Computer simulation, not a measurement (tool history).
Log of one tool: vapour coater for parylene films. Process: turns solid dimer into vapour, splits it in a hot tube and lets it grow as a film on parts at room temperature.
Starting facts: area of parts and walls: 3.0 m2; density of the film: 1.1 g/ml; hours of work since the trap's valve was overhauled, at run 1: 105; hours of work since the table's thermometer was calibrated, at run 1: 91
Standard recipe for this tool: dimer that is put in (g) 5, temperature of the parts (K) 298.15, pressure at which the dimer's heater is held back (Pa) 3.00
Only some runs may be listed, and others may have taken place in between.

| run | hour | dimer that is put in (g) | temperature of the parts (K) | pressure at which the dimer's heater is held back (Pa) | hours of work since the trap's valve was overhauled | hours of work since the table's thermometer was calibrated | thickness of the film (µm) |
|---|---|---|---|---|---|---|---|
| 1 | 0.0 | 5 | 298.15 | 3.00 | 105 | 91 | 0.895 |
| 2 | 7.6 | 5 | 298.15 | 3.00 | 109 | 96 | 0.891 |
| 3 | 16.6 | 5 | 298.15 | 3.00 | 114 | 101 | 0.895 |
| 4 | 26.0 | 5 | 298.15 | 3.00 | 120 | 107 | 0.889 |
| 5 | 41.1 | 5 | 292.15 | 3.00 | 129 | 115 | 0.978 |
| 6 | 49.7 | 5 | 298.15 | 3.00 | 134 | 120 | 0.889 |
| 7 | 57.4 | 5 | 298.15 | 3.00 | 138 | 125 | 0.889 |
| 8 | 72.8 | 5 | 303.15 | 3.00 | 147 | 134 | 0.821 |
| 9 | 86.1 | 5 | 298.15 | 3.64 | 155 | 142 | 0.856 |
| 10 | 97.9 | 5 | 298.15 | 3.64 | 162 | 148 | 0.855 |
| 11 | 106.9 | 5 | 298.15 | 3.00 | 167 | 154 | 0.887 |
| 12 | 114.3 | 5 | 298.15 | 3.00 | 171 | 158 | 0.886 |
| 13 | 128.3 | 5 | 298.15 | 3.00 | 179 | 166 | 0.889 |
| 14 | 142.4 | 5 | 298.15 | 3.00 | 188 | 174 | 0.888 |
| 15 | 153.2 | 5 | 298.15 | 3.00 | 194 | 181 | 0.886 |
| 16 | 165.3 | 5 | 298.15 | 3.00 | 201 | 188 | 0.883 |
| 17 | 177.1 | 5 | 298.15 | 3.00 | 208 | 195 | 0.882 |
| 18 | 189.7 | 5 | 310.15 | 3.00 | 215 | 202 | 0.729 |
| 19 | 197.2 | 5 | 310.15 | 3.00 | 219 | 206 | 0.728 |
| 20 | 207.7 | 5 | 298.15 | 3.00 | 226 | 212 | 0.886 |
| 21 | 219.6 | 8 | 298.15 | 3.00 | 233 | 219 | 1.414 |
| 22 | 229.9 | 8 | 298.15 | 6.30 | 238 | 225 | 1.222 |
| 23 | 245.2 | 8 | 298.15 | 6.30 | 247 | 234 | 1.216 |
| 24 | 252.8 | 5 | 298.15 | 6.32 | 252 | 239 | 0.760 |
| 25 | 260.0 | 4 | 310.15 | 5.88 | 256 | 243 | 0.505 |
| 26 | 270.4 | 2 | 299.15 | 5.88 | 262 | 249 | 0.301 |
| 27 | 277.9 | 5 | 304.15 | 3.00 | 266 | 253 | 0.797 |
| 28 | 290.3 | 5 | 293.15 | 9.30 | 274 | 261 | 0.760 |
| 29 | 302.4 | 4 | 304.15 | 4.05 | 281 | 268 | 0.601 |
| 30 | 318.4 | 4 | 304.15 | 4.05 | 290 | 277 | 0.603 |
| 31 | 328.0 | 4 | 304.15 | 4.05 | 296 | 283 | 0.603 |
| 32 | 342.0 | 6 | 299.15 | 6.20 | 304 | 291 | 0.895 |
| 33 | 350.1 | 2 | 304.15 | 3.00 | 309 | 295 | 0.321 |
| 34 | 358.0 | 2 | 304.15 | 3.00 | 313 | 300 | 0.319 |
| 35 | 374.8 | 3 | 298.15 | 3.00 | 323 | 310 | 0.529 |
|  | 378.8 | gauge calibrated |
| 36 | 387.4 | 3 | 298.15 | 9.97 | 330 | 317 | 0.422 |
| 37 | 396.8 | 2 | 292.15 | 6.84 | 336 | 323 | 0.335 |
| 38 | 404.5 | 5 | 298.15 | 8.04 | 340 | 327 | 0.735 |
| 39 | 414.2 | 5 | 307.15 | 11.45 | 346 | 333 | 0.590 |
| 40 | 427.5 | 5 | 307.15 | 11.45 | 354 | 340 | 0.590 |
| 41 | 439.6 | 5 | 290.15 | 3.00 | 361 | 348 | 1.015 |
| 42 | 454.4 | 8 | 299.15 | 4.94 | 369 | 356 | 1.268 |
| 43 | 470.7 | 8 | 299.15 | 4.94 | 379 | 366 | 1.267 |
| 44 | 486.8 | 8 | 299.15 | 4.94 | 388 | 375 | 1.267 |
| 45 | 494.4 | 8 | 299.15 | 4.94 | 393 | 379 | 1.266 |
| 46 | 504.2 | 8 | 299.15 | 4.94 | 398 | 385 | 1.264 |
|  | 515.4 | trap's valve overhauled |
| 47 | 523.2 | 7 | 293.15 | 3.00 | 5 | 394 | 1.350 |

Alternative continuations, all from the tool just after run 47; predict every row:
| A | 534.2 | 7 | 292.15 | 3.48 | 11 | 400 | ? |
| B | 534.2 | 6 | 293.15 | 4.61 | 11 | 400 | ? |
| C | 534.2 | 6 | 298.15 | 3.00 | 11 | 400 | ? |

| run | thickness of the film (µm) |
|---|---|
| A | 1.326 |
| B | 1.061 |
| C | 1.066 |
The same runs, with their run-to-run variation unchanged, on a tool lacking any hidden condition would have given:
| run | thickness of the film (µm) |
|---|---|
| A | 1.336 |
| B | 1.069 |
| C | 1.074 |
